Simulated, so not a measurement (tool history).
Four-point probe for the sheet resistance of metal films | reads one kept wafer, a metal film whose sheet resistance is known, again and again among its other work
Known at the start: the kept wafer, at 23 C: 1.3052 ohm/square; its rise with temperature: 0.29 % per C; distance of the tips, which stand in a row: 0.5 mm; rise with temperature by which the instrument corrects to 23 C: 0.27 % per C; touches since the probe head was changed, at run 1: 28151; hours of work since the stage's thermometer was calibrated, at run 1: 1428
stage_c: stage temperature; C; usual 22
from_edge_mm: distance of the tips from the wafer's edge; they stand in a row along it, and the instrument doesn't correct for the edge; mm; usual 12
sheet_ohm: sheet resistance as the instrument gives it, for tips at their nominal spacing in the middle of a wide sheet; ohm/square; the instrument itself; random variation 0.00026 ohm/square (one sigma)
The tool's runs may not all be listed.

| run | day | stage_c | from_edge_mm | touches since the probe head was changed | hours of work since the stage's thermometer was calibrated | sheet_ohm |
|---|---|---|---|---|---|---|
| 1 | 0 | 22 | 12 | 28151 | 1428 | 1.304586 |
|  | 0.529 | stage's thermometer calibrated |
| 2 | 2.771 | 22 | 12 | 31127 | 31 | 1.306047 |
| 3 | 4.196 | 31 | 12 | 32667 | 51 | 1.30731 |
| 4 | 7.096 | 31 | 12 | 35804 | 92 | 1.307554 |
| 5 | 9.075 | 20 | 12 | 37943 | 119 | 1.305761 |
| 6 | 11.596 | 22 | 12 | 40671 | 155 | 1.305194 |
| 7 | 14.25 | 22 | 12 | 43540 | 192 | 1.305555 |
| 8 | 16.483 | 22 | 58 | 45955 | 223 | 1.303906 |
| 9 | 18.408 | 22 | 58 | 48037 | 250 | 1.303448 |
| 10 | 20.279 | 22 | 58 | 50063 | 276 | 1.30346 |
| 11 | 23.092 | 22 | 58 | 53103 | 315 | 1.30401 |
| 12 | 24.992 | 22 | 58 | 55159 | 342 | 1.303496 |
| 13 | 27.021 | 30 | 58 | 57355 | 370 | 1.305011 |
| 14 | 29.633 | 30 | 58 | 60178 | 407 | 1.304902 |
| 15 | 32.1 | 30 | 58 | 62844 | 441 | 1.304401 |
| 16 | 33.662 | 30 | 58 | 64536 | 463 | 1.303963 |
| 17 | 36.779 | 30 | 58 | 67906 | 506 | 1.303886 |
| 18 | 38.558 | 30 | 58 | 69831 | 531 | 1.303763 |
| 19 | 41.067 | 27 | 6 | 72543 | 566 | 1.307748 |
| 20 | 43.525 | 26 | 6 | 75204 | 601 | 1.307377 |
| 21 | 45.629 | 26 | 6 | 77478 | 630 | 1.307127 |
| 22 | 47.479 | 26 | 6 | 79479 | 656 | 1.307209 |
| 23 | 50.35 | 31 | 39 | 82583 | 696 | 1.303049 |
| 24 | 53.171 | 22 | 5 | 85634 | 735 | 1.308118 |
| 25 | 55.762 | 22 | 5 | 88438 | 771 | 1.308033 |
| 26 | 58.471 | 22 | 5 | 91367 | 809 | 1.307728 |
| 27 | 60.779 | 26 | 4 | 93863 | 842 | 1.312677 |
| 28 | 63.375 | 34 | 24 | 96670 | 878 | 1.303135 |
| 29 | 64.75 | 21 | 3 | 98157 | 897 | 1.319559 |

Hidden state at the last listed run before each entry between runs and at the first one after, where it differs:
Between runs 1 and 2: stage's thermometer calibrated (day 0.529)
  inner tips' distance over the nominal, %: -0.003 -> -0.013; tips' flats over new ones', %: 15 -> 17; wafer's true temperature over the reading, C: -0.43 -> 0.03
  measured less the result without the state, sheet_ohm: -0.001663 -> -0.000073 ohm/square
